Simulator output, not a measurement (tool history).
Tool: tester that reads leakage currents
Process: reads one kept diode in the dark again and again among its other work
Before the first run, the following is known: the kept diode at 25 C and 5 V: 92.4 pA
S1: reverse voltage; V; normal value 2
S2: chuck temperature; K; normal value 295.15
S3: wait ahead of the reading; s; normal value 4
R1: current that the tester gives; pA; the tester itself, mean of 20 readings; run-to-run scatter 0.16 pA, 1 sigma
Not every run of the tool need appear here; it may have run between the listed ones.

run   hour     S1      S2    S3      R1
  1      0      2  295.15     4   49.02
  2   26.6      2  295.15     4   49.01
  3   72.7      2  295.15     4   48.93
  4  111.8   1.51  295.15     4    43.2
     122.1  -- chuck's temperature calibrated
  5  156.4   1.51  295.15     4   47.22
  6  179.6      2  316.15     4  217.69
  7  209.1      2  316.15     4  217.53
  8  236.7      2  331.15     4  539.93
  9  263.5  14.53  307.15  0.71  280.05
     269.4  -- tester calibrated
 10  311.6   6.08  326.15     4  638.42
 11  352.8   6.71  301.15  1.06  134.53
 12  386.4   16.2  301.15  0.87  199.23
 13  432.2   16.2  301.15  0.87  199.63
 14  460.6   16.2  301.15  0.87  198.74
     488.5  -- tester calibrated, once more
 15  491.7   16.2  301.15  0.87  197.25

Alternative continuations, all from the tool just after run 15; predict every row:
  A  519.5  5.91  295.15     4   ?
  B  519.5     2  295.15  1.35   ?
  C  519.5  6.58  301.15  0.87   ?

run      R1
  A   83.92
  B   52.25
  C  133.01
Without the tool's hidden state the same runs would have given:
run      R1
  A   79.74
  B   51.34
  C  129.06
